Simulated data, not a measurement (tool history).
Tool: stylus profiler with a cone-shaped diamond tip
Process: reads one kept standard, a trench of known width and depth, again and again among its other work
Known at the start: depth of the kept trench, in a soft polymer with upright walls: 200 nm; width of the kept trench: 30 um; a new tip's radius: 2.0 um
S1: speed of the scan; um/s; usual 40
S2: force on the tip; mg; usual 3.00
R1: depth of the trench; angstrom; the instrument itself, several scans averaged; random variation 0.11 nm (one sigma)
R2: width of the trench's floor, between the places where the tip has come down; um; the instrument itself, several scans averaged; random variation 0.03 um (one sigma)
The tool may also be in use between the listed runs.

run	hour	S1	S2	R1	R2
1	0.0	40	3.00	2037.0	28.14
2	23.8	17	3.00	2036.8	28.17
3	61.9	17	3.00	2036.4	28.19
4	95.1	17	3.00	2037.5	28.18
5	130.4	40	7.44	2066.4	28.17
6	170.9	40	7.44	2069.1	28.18
7	197.9	16	7.44	2066.8	28.18
8	225.4	40	3.75	2042.7	28.18
9	245.1	40	3.75	2042.3	28.13
10	276.5	40	5.03	2053.2	28.20
11	301.2	40	5.03	2051.8	28.12
12	331.4	40	3.09	2039.3	28.12
13	360.8	40	3.00	2037.4	28.14
14	391.0	40	3.00	2038.9	28.11
15	409.4	40	3.00	2036.9	28.09
16	432.3	40	3.00	2035.5	28.10
17	464.1	40	3.00	2036.4	28.15
# hour 497.0: new tip fitted, height scale calibrated
18	497.9	40	1.53	2024.0	28.11
19	523.2	13	1.43	2022.9	28.24
20	562.5	13	1.43	2023.1	28.19
21	603.4	13	1.43	2023.4	28.22
22	626.3	96	1.78	2025.2	27.93
23	666.9	10	1.57	2026.8	28.19
24	692.5	10	1.57	2023.5	28.21
25	716.2	10	1.57	2025.0	28.19
26	735.8	10	1.57	2023.1	28.21
27	768.9	10	1.57	2023.4	28.22
28	806.4	10	1.57	2022.6	28.26
29	837.2	40	7.13	2066.2	28.25
30	873.9	11	1.02	2017.6	28.22
31	912.8	141	2.15	2030.5	27.80
32	931.1	141	2.15	2027.8	27.82

3 ways to go on from here, each from the tool as it stands after run 32. What would each give?
A	954.7	29	2.15	?	?
B	954.7	91	3.00	?	?
C	954.7	19	2.15	?	?

run	R1	R2
A	2032.0	28.17
B	2036.2	28.00
C	2029.0	28.25
Without the tool's hidden state the same runs would have given:
run	R1	R2
A	2032.1	28.17
B	2036.3	28.01
C	2029.1	28.25
